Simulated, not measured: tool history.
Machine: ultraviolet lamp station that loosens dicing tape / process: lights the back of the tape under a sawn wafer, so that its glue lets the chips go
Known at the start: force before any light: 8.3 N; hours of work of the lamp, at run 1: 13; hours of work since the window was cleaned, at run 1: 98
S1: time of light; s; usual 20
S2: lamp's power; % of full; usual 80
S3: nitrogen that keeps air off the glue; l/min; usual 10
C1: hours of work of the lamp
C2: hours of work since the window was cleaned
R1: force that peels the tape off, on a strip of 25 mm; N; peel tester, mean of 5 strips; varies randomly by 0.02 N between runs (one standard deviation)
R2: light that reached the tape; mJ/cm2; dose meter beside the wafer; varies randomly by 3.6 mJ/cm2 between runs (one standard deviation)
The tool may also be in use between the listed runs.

| run | hour | S1 | S2 | S3 | C1 | C2 | R1 | R2 |
|---|---|---|---|---|---|---|---|---|
| 1 | 0 | 20 | 80 | 10 | 13 | 98 | 1.085 | 549 |
| 2 | 77.3 | 20 | 80 | 10 | 73 | 158 | 1.211 | 525 |
| 3 | 147.1 | 20 | 80 | 10 | 127 | 212 | 1.276 | 506 |
| 4 | 221.8 | 20 | 91 | 10 | 185 | 270 | 1.117 | 548 |
|  | 262.6 | window cleaned of glue's vapour |
| 5 | 290.9 | 20 | 91 | 14 | 238 | 22 | 0.736 | 634 |
| 6 | 353.4 | 20 | 91 | 14 | 286 | 70 | 0.783 | 603 |
| 7 | 391.5 | 20 | 80 | 10 | 316 | 100 | 1.229 | 525 |
| 8 | 465.3 | 20 | 80 | 12 | 373 | 157 | 1.229 | 504 |
| 9 | 533.7 | 20 | 80 | 12 | 426 | 210 | 1.298 | 486 |
| 10 | 605.1 | 20 | 80 | 3 | 481 | 265 | 2.401 | 462 |
|  | 655.5 | window cleaned of glue's vapour |
| 11 | 669.7 | 20 | 80 | 19 | 531 | 11 | 0.88 | 537 |
| 12 | 720.3 | 15 | 80 | 19 | 570 | 50 | 1.536 | 390 |
| 13 | 791 | 15 | 80 | 19 | 625 | 105 | 1.608 | 380 |
| 14 | 833.6 | 15 | 80 | 19 | 658 | 138 | 1.698 | 371 |
| 15 | 876.6 | 15 | 80 | 4 | 691 | 171 | 2.918 | 358 |
| 16 | 920.2 | 15 | 80 | 4 | 725 | 205 | 3.038 | 348 |
| 17 | 984.5 | 11 | 80 | 4 | 774 | 255 | 3.848 | 247 |
|  | 1043.5 | window cleaned of glue's vapour |
| 18 | 1060.9 | 11 | 80 | 4 | 833 | 13 | 3.682 | 284 |
| 19 | 1139.6 | 20 | 79 | 10 | 894 | 74 | 1.398 | 486 |
| 20 | 1180 | 20 | 79 | 10 | 926 | 106 | 1.468 | 474 |
| 21 | 1244.2 | 15 | 79 | 10 | 975 | 155 | 2.366 | 339 |
| 22 | 1320.5 | 23 | 80 | 10 | 1034 | 215 | 1.306 | 504 |

Consider 5 possible next runs. They are alternatives, not a sequence: every one starts from the tool as it was left by run 22. What does each give?
| A | 1398.3 | 24 | 100 | 6 | 1095 | 275 | ? | ? |
| B | 1398.3 | 19 | 80 | 10 | 1095 | 275 | ? | ? |
| C | 1398.3 | 12 | 87 | 10 | 1095 | 275 | ? | ? |
| D | 1398.3 | 23 | 80 | 4 | 1095 | 275 | ? | ? |
| E | 1398.3 | 38 | 99 | 10 | 1095 | 275 | ? | ? |

| run | R1 | R2 |
|---|---|---|
| A | 1.16 | 626 |
| B | 1.877 | 396 |
| C | 2.902 | 272 |
| D | 2.088 | 482 |
| E | 0.385 | 981 |
With the hidden condition removed and each run's random variation left untouched, the same runs would have given:
| run | R1 | R2 |
|---|---|---|
| A | 0.601 | 890 |
| B | 1.072 | 562 |
| C | 1.915 | 385 |
| D | 1.232 | 683 |
| E | 0.255 | 1391 |
